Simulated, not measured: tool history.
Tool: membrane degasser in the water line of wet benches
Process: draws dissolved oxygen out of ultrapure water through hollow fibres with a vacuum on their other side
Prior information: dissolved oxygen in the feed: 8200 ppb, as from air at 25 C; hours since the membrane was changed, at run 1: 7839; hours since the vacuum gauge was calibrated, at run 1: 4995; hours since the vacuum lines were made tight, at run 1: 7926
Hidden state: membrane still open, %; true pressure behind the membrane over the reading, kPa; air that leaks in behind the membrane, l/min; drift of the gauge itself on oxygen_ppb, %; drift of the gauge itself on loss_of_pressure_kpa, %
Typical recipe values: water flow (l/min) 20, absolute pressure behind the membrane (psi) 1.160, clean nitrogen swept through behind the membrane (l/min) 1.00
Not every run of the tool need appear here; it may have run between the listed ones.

run,hour,water flow (l/min),absolute pressure behind the membrane (psi),clean nitrogen swept through behind the membrane (l/min),hours since the membrane was changed,hours since the vacuum gauge was calibrated,hours since the vacuum lines were made tight,dissolved oxygen in the water behind the degasser (ppb),pressure that the water loses in the fibres (psi)
1,0.0,20,1.160,1.00,7839,4995,7926,215.5,3.984
2,238.4,20,1.160,1.00,8077,5233,8165,220.0,4.000
3,361.7,20,1.160,0.94,8200,5356,8288,229.8,4.057
4,485.6,20,1.160,1.00,8324,5480,8412,219.0,3.990
5,707.1,20,1.160,1.00,8546,5702,8633,219.6,4.003
6,931.3,20,1.160,1.00,8770,5926,8857,216.6,3.974
7,1077.9,20,1.160,1.00,8916,6072,9004,218.1,4.039
8,1293.7,20,1.160,1.00,9132,6288,9220,215.2,4.029
9,1423.5,20,1.160,1.00,9262,6418,9350,218.2,4.002
10,1575.9,20,1.160,1.00,9414,6570,9502,214.1,4.015
11,1692.1,20,1.160,1.00,9531,6687,9618,218.2,3.971
# hour 1829.9: vacuum gauge calibrated
12,1880.4,20,1.160,1.00,9718,51,9806,218.4,4.023
13,2123.3,23,1.458,2.59,9961,293,10049,157.9,4.603
14,2374.8,28,1.648,2.84,10213,545,10300,223.5,5.598
15,2566.9,20,1.223,1.00,10405,737,10493,235.6,4.016
16,2768.9,13,1.993,1.00,10607,939,10695,305.9,2.635
17,3011.7,13,1.993,1.00,10850,1182,10937,308.1,2.574
18,3275.4,13,1.993,1.00,11113,1445,11201,310.3,2.596
19,3477.7,13,1.993,1.00,11316,1648,11403,306.2,2.574
20,3650.9,20,1.107,1.00,11489,1821,11577,199.5,4.039
21,3856.1,27,1.107,0.48,11694,2026,11782,477.5,5.403
22,4027.1,31,1.160,1.09,11865,2197,11953,335.4,6.203
# hour 4146.6: seals of the vacuum lines changed
23,4191.5,31,1.160,1.09,12028,2360,45,341.8,6.218
24,4456.7,29,1.160,0.53,12293,2625,310,508.8,5.833

Here are 4 independent what-if runs from the current tool condition. What would each one return?
A,4656.9,20,1.207,2.31,12493,2825,510,?,?
B,4656.9,13,0.864,0.53,12493,2825,510,?,?
C,4656.9,28,0.999,1.25,12493,2825,510,?,?
D,4656.9,16,1.352,0.53,12493,2825,510,?,?

run,dissolved oxygen in the water behind the degasser (ppb),pressure that the water loses in the fibres (psi)
A,111.9,3.993
B,146.0,2.551
C,218.8,5.630
D,373.6,3.192
Stripped of hidden state, with their random variation kept, the same runs would have yielded:
run,dissolved oxygen in the water behind the degasser (ppb),pressure that the water loses in the fibres (psi)
A,111.8,3.986
B,145.9,2.547
C,218.4,5.622
D,373.4,3.188

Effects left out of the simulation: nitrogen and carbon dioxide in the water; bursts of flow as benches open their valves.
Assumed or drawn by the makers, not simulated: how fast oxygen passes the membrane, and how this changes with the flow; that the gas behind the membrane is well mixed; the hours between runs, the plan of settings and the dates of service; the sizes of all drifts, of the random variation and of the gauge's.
